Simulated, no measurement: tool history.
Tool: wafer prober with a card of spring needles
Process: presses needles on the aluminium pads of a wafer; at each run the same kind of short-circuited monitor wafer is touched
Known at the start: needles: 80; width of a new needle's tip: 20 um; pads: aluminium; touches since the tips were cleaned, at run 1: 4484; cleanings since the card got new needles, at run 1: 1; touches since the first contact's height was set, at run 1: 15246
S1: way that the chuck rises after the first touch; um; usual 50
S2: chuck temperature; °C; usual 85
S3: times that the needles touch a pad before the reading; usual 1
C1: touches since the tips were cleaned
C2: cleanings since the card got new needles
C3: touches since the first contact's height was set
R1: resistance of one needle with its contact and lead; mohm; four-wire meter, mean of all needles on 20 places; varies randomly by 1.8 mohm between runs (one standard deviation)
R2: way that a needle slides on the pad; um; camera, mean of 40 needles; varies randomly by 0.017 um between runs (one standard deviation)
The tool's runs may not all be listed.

{"run": 1, "hour": 0.0, "S1": 50, "S2": 85, "S3": 1, "C1": 4484, "C2": 1, "C3": 15246, "R1": 190, "R2": 9.78}
{"run": 2, "hour": 17.3, "S1": 50, "S2": 85, "S3": 1, "C1": 8295, "C2": 1, "C3": 19057, "R1": 192, "R2": 9.8}
{"hour": 21.1, "done": "tips cleaned on abrasive film"}
{"run": 3, "hour": 34.2, "S1": 50, "S2": 85, "S3": 1, "C1": 2876, "C2": 2, "C3": 22755, "R1": 192, "R2": 9.78}
{"run": 4, "hour": 49.1, "S1": 50, "S2": 85, "S3": 1, "C1": 6162, "C2": 2, "C3": 26041, "R1": 190, "R2": 9.79}
{"hour": 61.9, "done": "tips cleaned on abrasive film"}
{"run": 5, "hour": 73.1, "S1": 40, "S2": 85, "S3": 1, "C1": 2471, "C2": 3, "C3": 31316, "R1": 200, "R2": 7.84}
{"run": 6, "hour": 89.0, "S1": 50, "S2": 85, "S3": 1, "C1": 5964, "C2": 3, "C3": 34809, "R1": 196, "R2": 9.78}
{"hour": 102.4, "done": "tips cleaned on abrasive film"}
{"run": 7, "hour": 110.8, "S1": 50, "S2": 85, "S3": 1, "C1": 1851, "C2": 4, "C3": 39587, "R1": 195, "R2": 9.77}
{"run": 8, "hour": 129.6, "S1": 50, "S2": 85, "S3": 1, "C1": 6006, "C2": 4, "C3": 43742, "R1": 195, "R2": 9.74}
{"hour": 142.5, "done": "tips cleaned on abrasive film"}
{"run": 9, "hour": 153.8, "S1": 32, "S2": 85, "S3": 3, "C1": 2494, "C2": 5, "C3": 49057, "R1": 211, "R2": 6.24}
{"run": 10, "hour": 182.1, "S1": 31, "S2": 51, "S3": 2, "C1": 8713, "C2": 5, "C3": 55276, "R1": 204, "R2": 6.09}
{"hour": 184.0, "done": "tips cleaned on abrasive film"}
{"run": 11, "hour": 209.5, "S1": 31, "S2": 51, "S3": 2, "C1": 5608, "C2": 6, "C3": 61289, "R1": 202, "R2": 6.07}
{"hour": 224.2, "done": "tips cleaned on abrasive film"}
{"run": 12, "hour": 235.0, "S1": 31, "S2": 51, "S3": 2, "C1": 2367, "C2": 7, "C3": 66887, "R1": 203, "R2": 6.06}
{"run": 13, "hour": 252.5, "S1": 42, "S2": 102, "S3": 1, "C1": 6225, "C2": 7, "C3": 70745, "R1": 202, "R2": 8.2}
{"hour": 264.8, "done": "tips cleaned on abrasive film"}
{"run": 14, "hour": 279.4, "S1": 56, "S2": 54, "S3": 1, "C1": 3217, "C2": 8, "C3": 76658, "R1": 184, "R2": 10.94}

Forecast each of these 3 alternatives for the next run:
{"run": "A", "hour": 296.6, "S1": 46, "S2": 42, "S3": 3, "C1": 7012, "C2": 8, "C3": 80453, "R1": "?", "R2": "?"}
{"run": "B", "hour": 296.6, "S1": 37, "S2": 27, "S3": 2, "C1": 7012, "C2": 8, "C3": 80453, "R1": "?", "R2": "?"}
{"run": "C", "hour": 296.6, "S1": 50, "S2": 85, "S3": 3, "C1": 7012, "C2": 8, "C3": 80453, "R1": "?", "R2": "?"}

run=A R1=184 R2=8.99
run=B R1=190 R2=7.24
run=C R1=193 R2=9.80
With the hidden condition removed and each run's random variation left untouched, the same runs would have given:
run=A R1=184 R2=8.99
run=B R1=189 R2=7.24
run=C R1=193 R2=9.80
